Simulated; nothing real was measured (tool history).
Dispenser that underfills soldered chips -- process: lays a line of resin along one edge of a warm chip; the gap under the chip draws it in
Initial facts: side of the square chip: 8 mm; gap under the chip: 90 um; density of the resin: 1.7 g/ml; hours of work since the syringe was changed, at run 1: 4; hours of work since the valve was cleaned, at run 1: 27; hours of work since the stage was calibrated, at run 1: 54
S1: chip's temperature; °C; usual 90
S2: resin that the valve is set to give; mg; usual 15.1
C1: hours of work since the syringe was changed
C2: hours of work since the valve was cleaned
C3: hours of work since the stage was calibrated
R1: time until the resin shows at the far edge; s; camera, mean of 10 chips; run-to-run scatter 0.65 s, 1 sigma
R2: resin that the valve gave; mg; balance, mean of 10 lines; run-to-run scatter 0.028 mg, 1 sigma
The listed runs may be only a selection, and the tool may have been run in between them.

| run | hour | S1 | S2 | C1 | C2 | C3 | R1 | R2 |
|---|---|---|---|---|---|---|---|---|
| 1 | 0 | 90 | 15.1 | 4 | 27 | 54 | 65.5 | 14.94 |
| 2 | 6.4 | 90 | 15.1 | 8 | 31 | 58 | 76.9 | 14.92 |
|  | 8.3 | new syringe of resin |
| 3 | 13.3 | 90 | 15.1 | 3 | 36 | 63 | 64 | 14.85 |
| 4 | 18.6 | 90 | 15.1 | 7 | 39 | 66 | 72.5 | 14.81 |
|  | 22.5 | new syringe of resin |
| 5 | 22.5 | 90 | 15.1 | 0 | 42 | 69 | 58.4 | 14.85 |
| 6 | 27 | 90 | 15.1 | 3 | 45 | 72 | 65.2 | 14.81 |
| 7 | 31.2 | 90 | 15.1 | 6 | 47 | 74 | 70 | 14.78 |
| 8 | 35.7 | 90 | 15.1 | 9 | 50 | 77 | 78.1 | 14.74 |
|  | 36.6 | new syringe of resin |
| 9 | 39.9 | 93 | 19.4 | 2 | 53 | 80 | 53.9 | 18.92 |
| 10 | 45.7 | 93 | 15.9 | 6 | 57 | 84 | 64.6 | 15.52 |
| 11 | 50.4 | 93 | 15.9 | 9 | 60 | 87 | 70.8 | 15.47 |
|  | 51.3 | new syringe of resin |
| 12 | 57 | 85 | 19.4 | 4 | 64 | 91 | 80.2 | 18.81 |
|  | 58.6 | dispensing valve cleaned and set on the balance |
| 13 | 63.6 | 98 | 18 | 8 | 3 | 95 | 52.7 | 18.01 |
|  | 66.5 | new syringe of resin |
| 14 | 67.7 | 82 | 13.4 | 1 | 6 | 97 | 86.5 | 13.41 |

What differs in the tool's unlogged condition from the final listed run ahead of each entry between runs to the first listed run following it?
Runs 2 to 3: new syringe of resin (hour 8.3)
  resin's viscosity, % of fresh resin's: 132.1 -> 111.2; dose that the valve gives, % of what is set: 98.63 -> 98.44; true chip temperature over the reading, C: -0.05 -> -0.06
  measured result minus the result with no hidden state, R1: +18.8 -> +6.8 s; R2: -0.2 -> -0.24 mg
Runs 4 to 5: new syringe of resin (hour 22.5)
  resin's viscosity, % of fresh resin's: 125.8 -> 99.8; dose that the valve gives, % of what is set: 98.28 -> 98.17; true chip temperature over the reading, C: -0.07 -> -0.08
  measured result minus the result with no hidden state, R1: +15.3 -> +0.2 s; R2: -0.26 -> -0.27 mg
Runs 8 to 9: new syringe of resin (hour 36.6)
  resin's viscosity, % of fresh resin's: 135.4 -> 110.2; dose that the valve gives, % of what is set: 97.76 -> 97.64; true chip temperature over the reading, C: -0.1 -> -0.11
  measured result minus the result with no hidden state, R1: +20.9 -> +5.3 s; R2: -0.34 -> -0.46 mg
Runs 11 to 12: new syringe of resin (hour 51.3)
  resin's viscosity, % of fresh resin's: 140.5 -> 114.3; dose that the valve gives, % of what is set: 97.34 -> 97.14; true chip temperature over the reading, C: -0.12 -> -0.13
  measured result minus the result with no hidden state, R1: +20.9 -> +10.5 s; R2: -0.43 -> -0.56 mg
Runs 12 to 13: dispensing valve cleaned and set on the balance (hour 58.6)
  resin's viscosity, % of fresh resin's: 114.3 -> 130; dose that the valve gives, % of what is set: 97.14 -> 100.09; true chip temperature over the reading, C: -0.13 -> -0.14
  measured result minus the result with no hidden state, R1: +10.5 -> +12.5 s; R2: -0.56 -> +0.02 mg
Runs 13 to 14: new syringe of resin (hour 66.5)
  resin's viscosity, % of fresh resin's: 130 -> 103.4; dose that the valve gives, % of what is set: 100.09 -> 99.98; true chip temperature over the reading, C: -0.14 -> -0.15
  measured result minus the result with no hidden state, R1: +12.5 -> +3.4 s; R2: +0.02 -> +0 mg

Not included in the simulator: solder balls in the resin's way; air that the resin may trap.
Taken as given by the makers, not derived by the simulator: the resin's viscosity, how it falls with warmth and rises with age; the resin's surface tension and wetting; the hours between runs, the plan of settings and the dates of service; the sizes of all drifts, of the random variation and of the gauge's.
